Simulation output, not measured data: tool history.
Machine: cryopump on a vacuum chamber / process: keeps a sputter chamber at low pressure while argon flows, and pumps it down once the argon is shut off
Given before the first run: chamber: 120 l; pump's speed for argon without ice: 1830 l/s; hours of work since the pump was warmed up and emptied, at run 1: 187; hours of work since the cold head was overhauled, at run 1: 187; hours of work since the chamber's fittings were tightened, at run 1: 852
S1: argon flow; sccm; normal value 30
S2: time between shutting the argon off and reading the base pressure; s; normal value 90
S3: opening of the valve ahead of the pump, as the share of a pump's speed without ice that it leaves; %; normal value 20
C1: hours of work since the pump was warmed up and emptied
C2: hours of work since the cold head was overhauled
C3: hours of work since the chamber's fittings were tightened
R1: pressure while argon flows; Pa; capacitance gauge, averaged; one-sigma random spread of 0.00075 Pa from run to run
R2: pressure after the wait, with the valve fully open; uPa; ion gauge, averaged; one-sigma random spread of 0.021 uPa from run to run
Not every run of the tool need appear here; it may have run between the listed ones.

run   hour  S1   S2  S3   C1   C2   C3      R1    R2
  1    0.0  30   90  20  187  187  852  0.1400  1.32
  2    6.8  30   90  20  190  190  855  0.1409  1.28
  3   18.9  30   90  20  195  195  861  0.1396  1.37
  4   25.7  15   90  20  198  198  864  0.0707  1.32
  5   37.4  15   90  20  204  204  869  0.0704  1.35
  6   51.5  15   90  20  210  210  875  0.0706  1.37
  7   65.2  15   90  20  216  216  882  0.0706  1.37
  8   72.0  15   90  20  219  219  885  0.0703  1.37
  9   80.2  15   90  20  223  223  888  0.0709  1.34
 10   87.6  15   90  20  227  227  892  0.0700  1.43
 11   96.3  15   90  20  230  230  896  0.0699  1.38
 12  104.0  15   90  20  234  234  899  0.0703  1.40
 13  118.9  30  196  24  241  241  906  0.1161  1.24
 14  130.7  30  196  24  246  246  911  0.1181  1.18
 15  140.5  30  196  24  251  251  916  0.1171  1.22
 16  156.0  30   64  22  258  258  923  0.1290  1.56
 17  170.8  30   22  50  264  264  930  0.0576  2.50
 18  182.6  32   49  16  270  270  935  0.1869  1.63
 19  197.1  32   49  16  276  276  942  0.1874  1.71
 20  204.1  46  164  20  280  280  945  0.2162  1.28
 21  216.1  48  154  53  285  285  950  0.0873  1.26

Predict each of these 5 candidate next runs independently; none follows another, all start after run 21:
  A  231.5  35  210  37  292  292  957   ?   ?
  B  231.5  30   65  20  292  292  957   ?   ?
  C  231.5  48  239  34  292  292  957   ?   ?
  D  231.5  48   31  53  292  292  957   ?   ?
  E  231.5  48   90  27  292  292  957   ?   ?

run      R1    R2
  A  0.0908  1.22
  B  0.1414  1.58
  C  0.1348  1.21
  D  0.0883  2.07
  E  0.1688  1.46
With no hidden state in the tool, these same runs would have given:
run      R1    R2
  A  0.0879  0.28
  B  0.1389  0.64
  C  0.1308  0.29
  D  0.0843  1.14
  E  0.1647  0.50
